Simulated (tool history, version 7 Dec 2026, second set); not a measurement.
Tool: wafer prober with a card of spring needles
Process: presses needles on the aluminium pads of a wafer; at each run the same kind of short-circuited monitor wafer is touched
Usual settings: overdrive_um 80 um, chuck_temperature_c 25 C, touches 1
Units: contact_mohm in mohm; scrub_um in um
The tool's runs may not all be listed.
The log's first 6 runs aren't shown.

At hour 52.5: tips cleaned on abrasive film.
Run 7, hour 65.7: usual settings but overdrive_um 86 um, chuck_temperature_c 57 C. Result: contact_mohm 257 mohm, scrub_um 22.23 um.
Run 8, hour 75.2: usual settings but overdrive_um 61 um, chuck_temperature_c 57 C. Result: contact_mohm 335 mohm, scrub_um 15.67 um.
At hour 78.9: tips cleaned on abrasive film.
Run 9, hour 90.3: usual settings. Result: contact_mohm 259 mohm, scrub_um 20.60 um.
Run 10, hour 104.3: usual settings. Result: contact_mohm 276 mohm, scrub_um 20.59 um.
At hour 105.8: tips cleaned on abrasive film.
Run 11, hour 118.3: usual settings but touches 2. Result: contact_mohm 232 mohm, scrub_um 20.61 um.
At hour 131.7: tips cleaned on abrasive film.
Run 12, hour 131.8: usual settings but touches 2. Result: contact_mohm 194 mohm, scrub_um 20.58 um.
Run 13, hour 145.5: usual settings. Result: contact_mohm 263 mohm, scrub_um 20.63 um.
At hour 158.4: tips cleaned on abrasive film.
Run 14, hour 161.2: usual settings. Result: contact_mohm 217 mohm, scrub_um 20.56 um.
Run 15, hour 175.2: usual settings. Result: contact_mohm 267 mohm, scrub_um 20.56 um.
At hour 185.0: tips cleaned on abrasive film.
Run 16, hour 190.2: usual settings but chuck_temperature_c 75 C. Result: contact_mohm 236 mohm, scrub_um 20.57 um.
Run 17, hour 205.7: usual settings but chuck_temperature_c 75 C. Result: contact_mohm 275 mohm, scrub_um 20.56 um.
At hour 212.1: tips cleaned on abrasive film.
Run 18, hour 221.3: usual settings but chuck_temperature_c 75 C. Result: contact_mohm 250 mohm, scrub_um 20.50 um.
Run 19, hour 235.7: usual settings but overdrive_um 63 um, chuck_temperature_c 51 C. Result: contact_mohm 326 mohm, scrub_um 16.08 um.
At hour 238.6: tips cleaned on abrasive film.
Run 20, hour 248.2: usual settings but chuck_temperature_c 27 C. Result: contact_mohm 251 mohm, scrub_um 20.46 um.
At hour 264.0: height of the first contact set anew.
Run 21, hour 264.0: usual settings but chuck_temperature_c 27 C. Result: contact_mohm 275 mohm, scrub_um 21.03 um.
At hour 265.5: tips cleaned on abrasive film.
Run 22, hour 275.3: usual settings but overdrive_um 60 um. Result: contact_mohm 290 mohm, scrub_um 15.73 um.
Run 23, hour 286.9: usual settings but overdrive_um 60 um. Result: contact_mohm 330 mohm, scrub_um 15.74 um.
At hour 291.4: tips cleaned on abrasive film.
Run 24, hour 295.1: usual settings but overdrive_um 74 um, touches 2. Result: contact_mohm 218 mohm, scrub_um 19.39 um.
Run 25, hour 303.3: usual settings but overdrive_um 74 um, touches 2. Result: contact_mohm 236 mohm, scrub_um 19.35 um.

The next listed run, before its measurement:
Run 26, hour 312.2: usual settings but overdrive_um 74 um, touches 2. Result: contact_mohm ?, scrub_um ?.

contact_mohm: 245 mohm
scrub_um: 19.38 um
Without the tool's hidden state the same run would have given contact_mohm 189 mohm, scrub_um 19.43 um.

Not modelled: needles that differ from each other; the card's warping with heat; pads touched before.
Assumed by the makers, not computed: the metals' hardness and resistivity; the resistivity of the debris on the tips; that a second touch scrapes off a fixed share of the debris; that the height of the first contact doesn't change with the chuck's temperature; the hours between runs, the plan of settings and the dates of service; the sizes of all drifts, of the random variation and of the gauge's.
